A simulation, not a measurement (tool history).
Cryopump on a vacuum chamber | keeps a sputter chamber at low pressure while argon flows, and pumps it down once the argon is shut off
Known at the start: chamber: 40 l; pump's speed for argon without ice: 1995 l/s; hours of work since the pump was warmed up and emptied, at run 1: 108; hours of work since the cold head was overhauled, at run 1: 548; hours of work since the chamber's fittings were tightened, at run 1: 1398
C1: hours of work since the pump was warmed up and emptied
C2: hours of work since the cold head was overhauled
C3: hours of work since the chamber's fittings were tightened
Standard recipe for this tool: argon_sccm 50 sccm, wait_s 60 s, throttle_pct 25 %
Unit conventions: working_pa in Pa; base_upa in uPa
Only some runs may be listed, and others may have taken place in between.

{"run": 1, "hour": 0.0, "argon_sccm": 50, "wait_s": 60, "throttle_pct": 25, "C1": 108, "C2": 548, "C3": 1398, "working_pa": 0.1722, "base_upa": 1.48}
{"run": 2, "hour": 23.3, "argon_sccm": 50, "wait_s": 60, "throttle_pct": 25, "C1": 124, "C2": 564, "C3": 1413, "working_pa": 0.174, "base_upa": 1.5}
{"run": 3, "hour": 37.1, "argon_sccm": 50, "wait_s": 60, "throttle_pct": 25, "C1": 133, "C2": 573, "C3": 1423, "working_pa": 0.1725, "base_upa": 1.54}
{"run": 4, "hour": 55.8, "argon_sccm": 50, "wait_s": 60, "throttle_pct": 16, "C1": 145, "C2": 585, "C3": 1435, "working_pa": 0.2668, "base_upa": 1.53}
{"run": 5, "hour": 68.3, "argon_sccm": 50, "wait_s": 60, "throttle_pct": 16, "C1": 154, "C2": 593, "C3": 1443, "working_pa": 0.2679, "base_upa": 1.6}
{"run": 6, "hour": 86.4, "argon_sccm": 50, "wait_s": 60, "throttle_pct": 16, "C1": 165, "C2": 605, "C3": 1455, "working_pa": 0.2695, "base_upa": 1.61}
{"run": 7, "hour": 106.0, "argon_sccm": 50, "wait_s": 60, "throttle_pct": 16, "C1": 178, "C2": 618, "C3": 1468, "working_pa": 0.2694, "base_upa": 1.59}
{"run": 8, "hour": 124.4, "argon_sccm": 50, "wait_s": 60, "throttle_pct": 16, "C1": 191, "C2": 630, "C3": 1480, "working_pa": 0.2678, "base_upa": 1.63}
{"run": 9, "hour": 138.5, "argon_sccm": 50, "wait_s": 60, "throttle_pct": 16, "C1": 200, "C2": 640, "C3": 1489, "working_pa": 0.2716, "base_upa": 1.6}
{"run": 10, "hour": 162.7, "argon_sccm": 50, "wait_s": 60, "throttle_pct": 16, "C1": 216, "C2": 656, "C3": 1505, "working_pa": 0.2726, "base_upa": 1.7}
{"run": 11, "hour": 186.2, "argon_sccm": 50, "wait_s": 60, "throttle_pct": 25, "C1": 231, "C2": 671, "C3": 1521, "working_pa": 0.1775, "base_upa": 1.68}
{"run": 12, "hour": 202.1, "argon_sccm": 50, "wait_s": 60, "throttle_pct": 25, "C1": 242, "C2": 682, "C3": 1531, "working_pa": 0.1764, "base_upa": 1.74}
{"run": 13, "hour": 217.7, "argon_sccm": 50, "wait_s": 60, "throttle_pct": 25, "C1": 252, "C2": 692, "C3": 1542, "working_pa": 0.1768, "base_upa": 1.73}
{"run": 14, "hour": 233.8, "argon_sccm": 50, "wait_s": 60, "throttle_pct": 25, "C1": 263, "C2": 703, "C3": 1552, "working_pa": 0.1764, "base_upa": 1.75}
{"run": 15, "hour": 244.8, "argon_sccm": 50, "wait_s": 60, "throttle_pct": 25, "C1": 270, "C2": 710, "C3": 1560, "working_pa": 0.1775, "base_upa": 1.76}
{"run": 16, "hour": 267.7, "argon_sccm": 50, "wait_s": 60, "throttle_pct": 25, "C1": 285, "C2": 725, "C3": 1575, "working_pa": 0.1786, "base_upa": 1.82}
{"run": 17, "hour": 293.2, "argon_sccm": 50, "wait_s": 60, "throttle_pct": 27, "C1": 302, "C2": 742, "C3": 1591, "working_pa": 0.1656, "base_upa": 1.79}
{"run": 18, "hour": 312.2, "argon_sccm": 50, "wait_s": 60, "throttle_pct": 27, "C1": 314, "C2": 754, "C3": 1604, "working_pa": 0.1662, "base_upa": 1.75}
{"run": 19, "hour": 329.0, "argon_sccm": 42, "wait_s": 197, "throttle_pct": 40, "C1": 325, "C2": 765, "C3": 1615, "working_pa": 0.0983, "base_upa": 1.66}
{"run": 20, "hour": 354.7, "argon_sccm": 42, "wait_s": 24, "throttle_pct": 23, "C1": 342, "C2": 782, "C3": 1632, "working_pa": 0.1639, "base_upa": 2.35}
{"run": 21, "hour": 377.5, "argon_sccm": 42, "wait_s": 24, "throttle_pct": 23, "C1": 358, "C2": 797, "C3": 1647, "working_pa": 0.1642, "base_upa": 2.36}
{"run": 22, "hour": 389.2, "argon_sccm": 42, "wait_s": 24, "throttle_pct": 23, "C1": 365, "C2": 805, "C3": 1655, "working_pa": 0.1652, "base_upa": 2.42}
{"run": 23, "hour": 404.9, "argon_sccm": 23, "wait_s": 60, "throttle_pct": 34, "C1": 376, "C2": 815, "C3": 1665, "working_pa": 0.0626, "base_upa": 1.96}
{"run": 24, "hour": 426.6, "argon_sccm": 23, "wait_s": 60, "throttle_pct": 34, "C1": 390, "C2": 830, "C3": 1679, "working_pa": 0.0633, "base_upa": 1.97}
{"run": 25, "hour": 449.0, "argon_sccm": 23, "wait_s": 60, "throttle_pct": 34, "C1": 405, "C2": 845, "C3": 1694, "working_pa": 0.0638, "base_upa": 1.99}
{"run": 26, "hour": 462.5, "argon_sccm": 25, "wait_s": 149, "throttle_pct": 28, "C1": 414, "C2": 853, "C3": 1703, "working_pa": 0.083, "base_upa": 1.84}
{"run": 27, "hour": 474.6, "argon_sccm": 60, "wait_s": 60, "throttle_pct": 60, "C1": 422, "C2": 861, "C3": 1711, "working_pa": 0.1011, "base_upa": 2.11}
{"run": 28, "hour": 490.8, "argon_sccm": 44, "wait_s": 66, "throttle_pct": 24, "C1": 432, "C2": 872, "C3": 1722, "working_pa": 0.1684, "base_upa": 2.12}
{"hour": 502.6, "done": "pump warmed up, emptied and cooled again"}
{"run": 29, "hour": 510.9, "argon_sccm": 44, "wait_s": 66, "throttle_pct": 24, "C1": 5, "C2": 882, "C3": 1732, "working_pa": 0.1561, "base_upa": 1.6}
{"run": 30, "hour": 526.7, "argon_sccm": 51, "wait_s": 60, "throttle_pct": 25, "C1": 16, "C2": 892, "C3": 1742, "working_pa": 0.1742, "base_upa": 1.66}
{"run": 31, "hour": 546.8, "argon_sccm": 51, "wait_s": 60, "throttle_pct": 25, "C1": 29, "C2": 906, "C3": 1755, "working_pa": 0.1748, "base_upa": 1.75}
{"run": 32, "hour": 561.9, "argon_sccm": 21, "wait_s": 136, "throttle_pct": 25, "C1": 39, "C2": 916, "C3": 1765, "working_pa": 0.0724, "base_upa": 1.56}
{"run": 33, "hour": 577.0, "argon_sccm": 21, "wait_s": 100, "throttle_pct": 28, "C1": 49, "C2": 926, "C3": 1775, "working_pa": 0.0637, "base_upa": 1.64}
{"run": 34, "hour": 592.5, "argon_sccm": 50, "wait_s": 60, "throttle_pct": 33, "C1": 59, "C2": 936, "C3": 1786, "working_pa": 0.1299, "base_upa": 1.74}
{"run": 35, "hour": 611.0, "argon_sccm": 40, "wait_s": 46, "throttle_pct": 42, "C1": 71, "C2": 948, "C3": 1798, "working_pa": 0.0821, "base_upa": 1.81}

What if the next run were any one of these 3? Each begins from the tool's condition after run 35:
{"run": "A", "hour": 627.6, "argon_sccm": 49, "wait_s": 124, "throttle_pct": 36, "C1": 82, "C2": 959, "C3": 1809, "working_pa": "?", "base_upa": "?"}
{"run": "B", "hour": 627.6, "argon_sccm": 50, "wait_s": 22, "throttle_pct": 25, "C1": 82, "C2": 959, "C3": 1809, "working_pa": "?", "base_upa": "?"}
{"run": "C", "hour": 627.6, "argon_sccm": 50, "wait_s": 60, "throttle_pct": 54, "C1": 82, "C2": 959, "C3": 1809, "working_pa": "?", "base_upa": "?"}

run=A working_pa=0.1184 base_upa=1.65
run=B working_pa=0.1724 base_upa=2.30
run=C working_pa=0.0810 base_upa=1.80
With no hidden state in the tool, these same runs would have given:
run=A working_pa=0.1156 base_upa=0.28
run=B working_pa=0.1695 base_upa=0.96
run=C working_pa=0.0781 base_upa=0.44
